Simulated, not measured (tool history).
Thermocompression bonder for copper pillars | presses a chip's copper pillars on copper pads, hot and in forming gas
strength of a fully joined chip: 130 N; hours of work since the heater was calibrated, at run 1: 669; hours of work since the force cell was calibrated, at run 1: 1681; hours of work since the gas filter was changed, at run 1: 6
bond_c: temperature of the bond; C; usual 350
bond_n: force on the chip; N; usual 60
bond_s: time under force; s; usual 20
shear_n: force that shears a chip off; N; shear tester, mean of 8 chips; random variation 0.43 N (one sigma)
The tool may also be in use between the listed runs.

run     day  bond_c  bond_n  bond_s  hours of work since the heater was calibrated  hours of work since the force cell was calibrated  hours of work since the gas filter was changed  shear_n
  1   0.000     350      60      20                                            669                                               1681                                               6     72.1
  2   2.888     332      60      20                                            720                                               1732                                              57     57.2
  3   5.612     332      60      20                                            768                                               1780                                             105     58.4
      6.562  -- force cell calibrated
      7.700  -- forming gas filter changed
  4   7.867     350      63      20                                            806                                                 23                                               3     75.8
  5  10.454     350      63      20                                            852                                                 68                                              49     75.2
     11.071  -- force cell calibrated, once more
  6  12.567     350      63      20                                            888                                                 26                                              85     71.4
  7  14.117     350      60      20                                            915                                                 54                                             112     69.3
     15.717  -- forming gas filter changed
  8  15.717     350      60      18                                            943                                                 82                                               0     68.2
  9  18.221     350      60      18                                            987                                                126                                              44     68.1
 10  21.150     350      60      18                                           1039                                                178                                              96     68.3
 11  23.271     333      60      20                                           1076                                                215                                             133     58.4
     23.733  -- forming gas filter changed
 12  24.633     333      60      20                                           1100                                                239                                              16     59.6
 13  26.479     333      60      20                                           1133                                                271                                              49     58.6
 14  28.729     333      60      20                                           1172                                                311                                              88     58.4
 15  30.942     333      60      20                                           1211                                                350                                             127     58.4
     31.704  -- forming gas filter changed
 16  33.721     366      48      32                                           1260                                                399                                              36     88.6
 17  35.550     327      58      26                                           1292                                                431                                              68     59.3
 18  37.783     350      37      20                                           1332                                                470                                             107     58.8
     39.683  -- forming gas filter changed
 19  40.208     359      60      31                                           1374                                                513                                               9     91.2
     41.733  -- heater calibrated with a thermocouple chip
 20  42.383     350      83      58                                             11                                                550                                              46    102.1
 21  44.733     350      40      20                                             53                                                591                                              88     56.4
 22  46.479     350      40      20                                             84                                                622                                             118     56.3
     47.696  -- forming gas filter changed
 23  48.346     357      76      16                                            116                                                655                                              12     75.7
 24  49.783     372      50      22                                            142                                                680                                              37     81.7
 25  51.879     329      50      13                                            179                                                717                                              74     40.9
 26  53.550     329      50      13                                            208                                                747                                             103     41.2
     55.742  -- forming gas filter changed
 27  56.325     329      50      13                                            257                                                795                                              10     42.1
 28  58.367     329      50      13                                            293                                                831                                              46     41.4
 29  60.383     340      40      39                                            328                                                867                                              82     64.9
 30  63.225     350      37      50                                            379                                                917                                             132     75.4

Forecast each of these 4 alternatives for the next run:
     63.679  -- forming gas filter changed
  A  64.583     350      88      50                                            402                                                941                                              16        ?
     63.679  -- forming gas filter changed
  B  64.583     380      54      20                                            402                                                941                                              16        ?
     63.679  -- forming gas filter changed
  C  64.583     347      77      53                                            402                                                941                                              16        ?
     63.679  -- forming gas filter changed
  D  64.583     350      52      30                                            402                                                941                                              16        ?

run  shear_n
  A    102.7
  B     88.8
  C     98.1
  D     75.5
Without the tool's hidden state the same runs would have given:
run  shear_n
  A     99.2
  B     85.1
  C     94.3
  D     71.5

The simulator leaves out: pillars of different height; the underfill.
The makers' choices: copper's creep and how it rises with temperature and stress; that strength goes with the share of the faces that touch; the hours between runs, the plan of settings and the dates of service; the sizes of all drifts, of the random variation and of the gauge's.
